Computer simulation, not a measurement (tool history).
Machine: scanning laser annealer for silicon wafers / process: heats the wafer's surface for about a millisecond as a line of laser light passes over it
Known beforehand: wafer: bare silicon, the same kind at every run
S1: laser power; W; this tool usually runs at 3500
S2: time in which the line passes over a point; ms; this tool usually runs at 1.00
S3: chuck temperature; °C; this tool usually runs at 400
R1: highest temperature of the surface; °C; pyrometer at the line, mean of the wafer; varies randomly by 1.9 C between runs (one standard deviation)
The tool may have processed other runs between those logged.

run     day    S1    S2   S3    R1
  1   0.000  3500  1.00  400  1148
  2   2.921  3500  1.00  400  1149
  3   4.754  3500  1.00  400  1146
  4   6.588  3500  1.00  400  1143
  5   9.096  3500  1.00  400  1140
  6  10.538  3224  1.00  400  1075
  7  12.462  3224  1.00  400  1073
  8  14.883  3558  1.12  422  1222
  9  16.442  3558  1.12  422  1220
     19.117  -- optics aligned, line set to its width
 10  19.350  3558  1.12  417  1227
 11  21.100  3096  0.83  375   958
 12  23.692  3096  0.83  375   955

Table of differences, measured result less the result of that run with no hidden state. Run-to-run variation is the same in both. Gauge scatter possibly is not:
Unlogged tool condition in this case: light that passes the window, % of a clean one's; laser's true power over the reading, %; width of the line over the set one, %; drift of the gauge itself on peak_c, C.
run   R1
  1  -27
  2  -29
  3  -31
  4  -33
  5  -35
  6  -34
  7  -35
  8  -45
  9  -47
 10  -33
 11  -26
 12  -28

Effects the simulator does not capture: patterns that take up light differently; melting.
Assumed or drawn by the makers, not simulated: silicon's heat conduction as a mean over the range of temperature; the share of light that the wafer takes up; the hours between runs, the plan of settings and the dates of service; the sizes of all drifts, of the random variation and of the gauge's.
